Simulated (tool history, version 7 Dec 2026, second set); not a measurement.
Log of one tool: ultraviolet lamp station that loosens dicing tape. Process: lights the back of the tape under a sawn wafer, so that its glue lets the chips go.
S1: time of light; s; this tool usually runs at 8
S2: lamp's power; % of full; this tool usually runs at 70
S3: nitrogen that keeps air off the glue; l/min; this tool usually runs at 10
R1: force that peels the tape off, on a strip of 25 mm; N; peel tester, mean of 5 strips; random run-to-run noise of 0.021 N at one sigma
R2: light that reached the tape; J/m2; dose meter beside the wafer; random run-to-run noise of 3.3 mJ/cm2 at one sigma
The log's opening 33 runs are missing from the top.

| run | hour | S1 | S2 | S3 | R1 | R2 |
|---|---|---|---|---|---|---|
| 34 | 1938.5 | 8 | 68 | 18 | 2.476 | 2700 |
|  | 1999.4 | lamp changed |
| 35 | 2012.1 | 8 | 75 | 9 | 1.09 | 5270 |
| 36 | 2085.2 | 5 | 62 | 10 | 3.061 | 2620 |
| 37 | 2142.7 | 5 | 65 | 10 | 2.944 | 2690 |
|  | 2217.1 | window cleaned of glue's vapour |
| 38 | 2218.4 | 5 | 65 | 10 | 2.762 | 2840 |
| 39 | 2277.9 | 5 | 65 | 13 | 2.702 | 2740 |
| 40 | 2353.2 | 5 | 65 | 13 | 2.714 | 2720 |
| 41 | 2425.3 | 5 | 65 | 13 | 2.811 | 2610 |
| 42 | 2498.6 | 8 | 85 | 10 | 0.953 | 5330 |
| 43 | 2577.6 | 8 | 64 | 17 | 1.44 | 3900 |

Predict each of these 4 candidate next runs independently; none follows another, all start after run 43:
| A | 2640.3 | 15 | 75 | 4 | ? | ? |
| B | 2640.3 | 8 | 64 | 16 | ? | ? |
| C | 2640.3 | 8 | 77 | 17 | ? | ? |
| D | 2640.3 | 6 | 70 | 13 | ? | ? |

| run | R1 | R2 |
|---|---|---|
| A | 0.577 | 8430 |
| B | 1.567 | 3840 |
| C | 1.033 | 4610 |
| D | 2.299 | 3170 |
The same runs, with their run-to-run variation unchanged, on a tool lacking any hidden condition would have given:
| run | R1 | R2 |
|---|---|---|
| A | 0.324 | 10470 |
| B | 1.03 | 4770 |
| C | 0.626 | 5720 |
| D | 1.637 | 3930 |
